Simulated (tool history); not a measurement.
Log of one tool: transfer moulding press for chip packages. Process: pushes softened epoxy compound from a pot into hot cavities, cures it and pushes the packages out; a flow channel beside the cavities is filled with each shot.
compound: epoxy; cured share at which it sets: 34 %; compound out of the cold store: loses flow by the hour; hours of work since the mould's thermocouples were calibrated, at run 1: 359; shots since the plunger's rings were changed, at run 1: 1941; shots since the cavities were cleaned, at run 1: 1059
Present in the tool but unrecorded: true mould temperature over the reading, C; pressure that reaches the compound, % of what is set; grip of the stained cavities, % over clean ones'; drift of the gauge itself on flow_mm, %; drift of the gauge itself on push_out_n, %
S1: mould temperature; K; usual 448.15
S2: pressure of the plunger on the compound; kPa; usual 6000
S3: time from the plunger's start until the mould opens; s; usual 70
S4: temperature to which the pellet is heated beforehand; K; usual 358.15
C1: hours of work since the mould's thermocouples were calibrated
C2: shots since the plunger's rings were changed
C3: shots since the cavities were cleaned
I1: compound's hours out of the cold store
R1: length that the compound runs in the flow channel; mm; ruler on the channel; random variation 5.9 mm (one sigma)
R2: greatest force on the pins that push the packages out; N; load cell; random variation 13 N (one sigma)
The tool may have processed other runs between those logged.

run	hour	S1	S2	S3	S4	C1	C2	C3	I1	R1	R2
1	0	448.15	6000	70	358.15	359	1941	1059	32.7	568	1052
# hour 14.2: cavities cleaned with cleaning compound and waxed
2	53.5	448.15	6000	70	358.15	398	2828	671	14.5	620	1230
# hour 70.1: mould's thermocouples calibrated
# hour 89.2: cavities cleaned with cleaning compound and waxed
3	119.6	448.15	6000	70	358.15	36	3897	518	11.3	632	1053
# hour 163.2: cavities cleaned with cleaning compound and waxed
4	163.8	448.15	6000	70	358.15	69	4626	10	23.7	562	623
# hour 234.3: cavities cleaned with cleaning compound and waxed
# hour 255.4: plunger's sealing rings changed
5	256.3	448.15	6000	70	358.15	135	16	334	15.3	646	863
# hour 308: cavities cleaned with cleaning compound and waxed, once more
6	321.4	448.15	4860	70	358.15	183	1101	229	38.6	497	786

For run 7, what comes out?
7	359.5	448.15	6000	57	358.15	212	1752	880	37	?	?

R1: 557 mm
R2: 1619 N
The same run, on a tool lacking any hidden state, would have yielded R1 575 mm, R2 918 N.

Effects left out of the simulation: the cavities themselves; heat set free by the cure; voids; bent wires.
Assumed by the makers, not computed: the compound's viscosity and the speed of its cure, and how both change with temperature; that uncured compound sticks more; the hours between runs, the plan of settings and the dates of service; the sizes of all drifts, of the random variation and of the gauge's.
